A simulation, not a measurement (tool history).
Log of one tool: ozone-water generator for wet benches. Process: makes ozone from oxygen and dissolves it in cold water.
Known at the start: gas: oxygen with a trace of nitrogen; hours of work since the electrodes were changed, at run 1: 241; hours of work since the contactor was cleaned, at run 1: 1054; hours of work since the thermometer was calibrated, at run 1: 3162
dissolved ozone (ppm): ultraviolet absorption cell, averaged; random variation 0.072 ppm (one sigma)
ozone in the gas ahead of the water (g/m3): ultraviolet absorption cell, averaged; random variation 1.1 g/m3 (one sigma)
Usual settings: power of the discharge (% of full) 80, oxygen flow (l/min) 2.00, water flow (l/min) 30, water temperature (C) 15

run   hour  power of the discharge (% of full)  oxygen flow (l/min)  water flow (l/min)  water temperature (C)  hours of work since the electrodes were changed  hours of work since the contactor was cleaned  hours of work since the thermometer was calibrated  dissolved ozone (ppm)  ozone in the gas ahead of the water (g/m3)
  1    0.0                                  80                 2.00                  30                     15                                              241                                           1054                                                3162                   6.18                                       192.5
  2   27.8                                  80                 2.00                  30                     15                                              262                                           1075                                                3183                   6.35                                       191.4
  3   54.0                                  83                 2.00                  30                     15                                              282                                           1095                                                3203                   6.47                                       197.9
  4   77.9                                  83                 2.00                  30                     15                                              300                                           1113                                                3221                   6.47                                       197.7
  5  103.3                                  83                 2.00                  30                     15                                              319                                           1133                                                3240                   6.36                                       195.6
  6  119.0                                  83                 2.00                  30                     15                                              331                                           1144                                                3252                   6.38                                       195.9
  7  148.6                                  83                 2.00                  30                     15                                              354                                           1167                                                3274                   6.30                                       197.2
  8  180.0                                  80                 2.13                  30                     15                                              377                                           1191                                                3298                   6.20                                       187.1
  9  199.0                                  45                 2.00                  30                     15                                              392                                           1205                                                3312                   3.63                                       113.4
 10  220.2                                  45                 2.00                  30                     15                                              408                                           1221                                                3328                   3.72                                       113.7
 11  239.0                                  80                 1.48                  30                     15                                              422                                           1235                                                3342                   5.21                                       209.7
 12  272.5                                  80                 1.48                  30                     15                                              447                                           1261                                                3368                   5.40                                       210.9
 13  293.8                                  92                 1.48                  30                     15                                              463                                           1277                                                3384                   5.94                                       240.5
 14  322.5                                  69                 1.91                  30                     12                                              485                                           1298                                                3406                   5.33                                       170.6
 15  350.1                                  77                 1.91                  30                     12                                              506                                           1319                                                3427                   5.91                                       188.0
 16  382.5                                  60                 3.09                  26                      7                                              531                                           1344                                                3451                   7.21                                       129.6
 17  407.7                                  60                 3.09                  25                     12                                              550                                           1363                                                3470                   7.30                                       127.5
 18  439.2                                  60                 3.09                  25                     12                                              574                                           1387                                                3494                   7.23                                       126.7
 19  460.4                                  80                 2.00                  19                     15                                              590                                           1403                                                3510                  10.20                                       191.1
 20  488.3                                  80                 2.46                  19                     15                                              611                                           1424                                                3531                  11.01                                       177.1
 21  519.2                                  80                 2.46                  19                     15                                              634                                           1447                                                3555                  11.02                                       177.0
 22  547.9                                  89                 1.36                  33                     19                                              656                                           1469                                                3576                   4.70                                       236.3
 23  567.0                                  89                 1.36                  33                     19                                              670                                           1483                                                3591                   4.87                                       236.9
 24  580.9                                  80                 2.00                  30                     19                                              681                                           1494                                                3601                   6.01                                       191.6
 25  598.1                                  84                 1.14                  39                     17                                              694                                           1507                                                3614                   3.44                                       238.2
 26  612.7                                  40                 2.25                  39                     17                                              705                                           1518                                                3625                   2.40                                        97.6

Forecast each of these 4 alternatives for the next run:
  A  630.8                                  40                 2.25                  39                     12                                              718                                           1532                                                3639                      ?                                           ?
  B  630.8                                  40                 2.25                  19                     17                                              718                                           1532                                                3639                      ?                                           ?
  C  630.8                                  40                 2.25                  40                     12                                              718                                           1532                                                3639                      ?                                           ?
  D  630.8                                  69                 2.00                  32                     15                                              718                                           1532                                                3639                      ?                                           ?

run  dissolved ozone (ppm)  ozone in the gas ahead of the water (g/m3)
  A                   2.58                                        96.6
  B                   5.67                                        98.4
  C                   2.50                                        96.2
  D                   5.01                                       167.2
Without the tool's hidden state the same runs would have given:
run  dissolved ozone (ppm)  ozone in the gas ahead of the water (g/m3)
  A                   2.66                                        97.7
  B                   5.84                                        99.5
  C                   2.58                                        97.2
  D                   5.22                                       170.9

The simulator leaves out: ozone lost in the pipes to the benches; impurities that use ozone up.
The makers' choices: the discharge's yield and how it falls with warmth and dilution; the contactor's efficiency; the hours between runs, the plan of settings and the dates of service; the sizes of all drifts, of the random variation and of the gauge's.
